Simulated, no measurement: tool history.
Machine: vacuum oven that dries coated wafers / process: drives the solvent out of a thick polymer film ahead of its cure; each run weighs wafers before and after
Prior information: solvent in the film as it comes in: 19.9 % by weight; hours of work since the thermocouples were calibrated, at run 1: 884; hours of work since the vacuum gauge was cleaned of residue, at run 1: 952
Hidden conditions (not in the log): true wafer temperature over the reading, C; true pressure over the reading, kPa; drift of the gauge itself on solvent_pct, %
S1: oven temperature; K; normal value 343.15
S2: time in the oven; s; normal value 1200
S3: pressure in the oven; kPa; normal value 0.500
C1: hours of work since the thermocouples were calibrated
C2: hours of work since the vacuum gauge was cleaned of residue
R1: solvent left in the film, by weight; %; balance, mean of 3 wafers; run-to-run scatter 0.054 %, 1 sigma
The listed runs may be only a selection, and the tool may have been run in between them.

run 1 hour=0.0 | S1=343.15 S2=1200 S3=0.500 | C1=884 C2=952 | R1=2.13
run 2 hour=47.4 | S1=343.15 S2=1200 S3=0.500 | C1=916 C2=984 | R1=2.01
run 3 hour=103.3 | S1=339.15 S2=1200 S3=0.500 | C1=953 C2=1022 | R1=3.18
run 4 hour=145.6 | S1=339.15 S2=1200 S3=0.500 | C1=982 C2=1051 | R1=3.12
run 5 hour=211.9 | S1=343.15 S2=1200 S3=0.258 | C1=1027 C2=1096 | R1=1.88
run 6 hour=248.1 | S1=343.15 S2=1200 S3=0.258 | C1=1051 C2=1120 | R1=1.82
run 7 hour=292.6 | S1=343.15 S2=1200 S3=0.500 | C1=1082 C2=1150 | R1=2.11
run 8 hour=338.4 | S1=343.15 S2=1200 S3=0.500 | C1=1113 C2=1181 | R1=2.18
run 9 hour=396.2 | S1=343.15 S2=1200 S3=0.500 | C1=1152 C2=1220 | R1=2.14
run 10 hour=449.2 | S1=343.15 S2=1200 S3=0.500 | C1=1188 C2=1256 | R1=2.15
run 11 hour=498.5 | S1=343.15 S2=1200 S3=0.500 | C1=1221 C2=1290 | R1=2.15
run 12 hour=545.5 | S1=330.15 S2=1200 S3=0.500 | C1=1253 C2=1321 | R1=5.96
run 13 hour=603.4 | S1=330.15 S2=1200 S3=0.500 | C1=1292 C2=1361 | R1=6.19
run 14 hour=636.9 | S1=330.15 S2=1200 S3=0.500 | C1=1315 C2=1383 | R1=6.03
run 15 hour=705.9 | S1=343.15 S2=1200 S3=0.500 | C1=1361 C2=1430 | R1=2.12
run 16 hour=737.0 | S1=343.15 S2=1200 S3=0.500 | C1=1382 C2=1451 | R1=2.18
run 17 hour=800.1 | S1=343.15 S2=1200 S3=0.500 | C1=1425 C2=1494 | R1=2.15
run 18 hour=852.4 | S1=343.15 S2=1200 S3=0.269 | C1=1460 C2=1529 | R1=1.87
run 19 hour=896.3 | S1=337.15 S2=1200 S3=0.500 | C1=1490 C2=1559 | R1=3.91
run 20 hour=936.7 | S1=341.15 S2=1020 S3=1.287 | C1=1518 C2=1586 | R1=4.35
-- hour=992.9 vacuum gauge cleaned of residue and calibrated
run 21 hour=1007.6 | S1=341.15 S2=1020 S3=0.723 | C1=1564 C2=10 | R1=3.60
run 22 hour=1075.5 | S1=341.15 S2=1020 S3=0.723 | C1=1610 C2=56 | R1=3.57
run 23 hour=1107.8 | S1=350.15 S2=1020 S3=0.368 | C1=1632 C2=78 | R1=1.21
run 24 hour=1169.4 | S1=343.15 S2=660 S3=0.273 | C1=1674 C2=119 | R1=4.74
-- hour=1194.4 oven's thermocouples calibrated
run 25 hour=1202.2 | S1=343.15 S2=660 S3=1.162 | C1=5 C2=140 | R1=5.56
run 26 hour=1232.9 | S1=336.15 S2=960 S3=0.608 | C1=26 C2=161 | R1=5.39
run 27 hour=1264.6 | S1=343.15 S2=2040 S3=1.850 | C1=48 C2=183 | R1=3.01
run 28 hour=1319.8 | S1=343.15 S2=900 S3=0.516 | C1=85 C2=220 | R1=3.35
run 29 hour=1360.4 | S1=343.15 S2=900 S3=0.516 | C1=112 C2=247 | R1=3.44
run 30 hour=1403.1 | S1=343.15 S2=900 S3=0.516 | C1=141 C2=276 | R1=3.43
run 31 hour=1454.4 | S1=343.15 S2=660 S3=0.859 | C1=176 C2=311 | R1=5.38
run 32 hour=1521.5 | S1=343.15 S2=660 S3=0.859 | C1=221 C2=356 | R1=5.14
run 33 hour=1585.9 | S1=339.15 S2=600 S3=0.500 | C1=265 C2=400 | R1=6.78
run 34 hour=1651.8 | S1=339.15 S2=600 S3=1.748 | C1=310 C2=445 | R1=8.23
run 35 hour=1706.3 | S1=339.15 S2=600 S3=1.748 | C1=346 C2=481 | R1=8.41
run 36 hour=1740.8 | S1=343.15 S2=780 S3=1.064 | C1=370 C2=505 | R1=4.72
run 37 hour=1772.3 | S1=353.15 S2=780 S3=0.566 | C1=391 C2=526 | R1=1.78

Forecast each of these 3 alternatives for the next run:
run A hour=1815.2 | S1=343.15 S2=1200 S3=0.544 | C1=420 C2=555 | R1=?
run B hour=1815.2 | S1=353.15 S2=780 S3=0.374 | C1=420 C2=555 | R1=?
run C hour=1815.2 | S1=353.15 S2=1500 S3=0.500 | C1=420 C2=555 | R1=?

run=A R1=2.19
run=B R1=1.62
run=C R1=0.60
Without the tool's hidden state the same runs would have given:
run=A R1=2.19
run=B R1=1.62
run=C R1=0.59

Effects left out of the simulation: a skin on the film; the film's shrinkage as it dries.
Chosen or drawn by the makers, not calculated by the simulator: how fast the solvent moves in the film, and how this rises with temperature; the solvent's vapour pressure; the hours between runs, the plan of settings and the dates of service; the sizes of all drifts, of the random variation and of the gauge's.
